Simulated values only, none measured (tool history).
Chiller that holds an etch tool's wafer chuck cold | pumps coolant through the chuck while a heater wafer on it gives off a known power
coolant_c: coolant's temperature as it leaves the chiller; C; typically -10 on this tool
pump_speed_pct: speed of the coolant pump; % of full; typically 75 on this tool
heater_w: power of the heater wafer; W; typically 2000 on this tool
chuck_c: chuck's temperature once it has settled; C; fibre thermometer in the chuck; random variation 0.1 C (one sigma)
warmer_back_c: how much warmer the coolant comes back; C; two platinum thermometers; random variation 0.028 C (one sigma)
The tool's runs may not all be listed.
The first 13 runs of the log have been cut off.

run,hour,coolant_c,pump_speed_pct,heater_w,hours since the coolant was changed and the channels were flushed,hours since the pump was overhauled,hours since the chiller's thermometer was calibrated,chuck_c,warmer_back_c
14,857.3,-14,75,2000,2867,2234,3506,4.8,6.23
15,933.9,-14,75,2000,2944,2311,3583,4.8,6.20
16,993.6,-14,75,2000,3003,2371,3643,4.7,6.23
17,1046.1,-10,82,2000,3056,2423,3695,7.4,5.71
18,1128.0,-15,100,2000,3138,2505,3777,-0.3,4.73
19,1167.8,-3,80,1913,3177,2545,3817,14.1,5.58
20,1244.7,-6,75,2811,3254,2622,3894,20.6,8.78
21,1323.9,-6,75,2811,3334,2701,3973,20.6,8.81
22,1363.9,-10,80,2000,3374,2741,4013,8.1,5.86
23,1418.4,-10,80,2000,3428,2795,4068,8.0,5.85
# hour 1476.2: chiller's thermometer calibrated
24,1485.8,-10,80,2000,3494,2862,10,7.9,5.89
25,1575.5,-10,80,2000,3584,2952,99,7.9,5.87
26,1646.8,-9,85,2000,3655,3023,171,8.1,5.54
27,1690.8,-11,90,2687,3699,3067,215,11.1,7.07
28,1752.9,-15,63,2687,3762,3129,277,14.8,10.04
29,1792.4,-6,75,2000,3801,3168,316,13.2,6.32
30,1842.5,-6,75,2000,3851,3218,366,13.3,6.25
31,1882.1,-8,80,2147,3891,3258,406,11.4,6.32

Each row is a separate what-if for the run after 31, all from the same tool condition, not one after another. Results?
A,1969.6,-19,75,2000,3978,3346,493,?,?
B,1969.6,-5,75,2147,3978,3346,493,?,?
C,1969.6,-8,85,2147,3978,3346,493,?,?
D,1969.6,-8,80,2227,3978,3346,493,?,?

run,chuck_c,warmer_back_c
A,0.3,6.26
B,15.7,6.74
C,10.7,5.97
D,12.7,6.53
Without the tool's unlogged condition, the same runs would have read:
run,chuck_c,warmer_back_c
A,-2.1,6.08
B,13.1,6.55
C,8.5,5.80
D,10.2,6.34
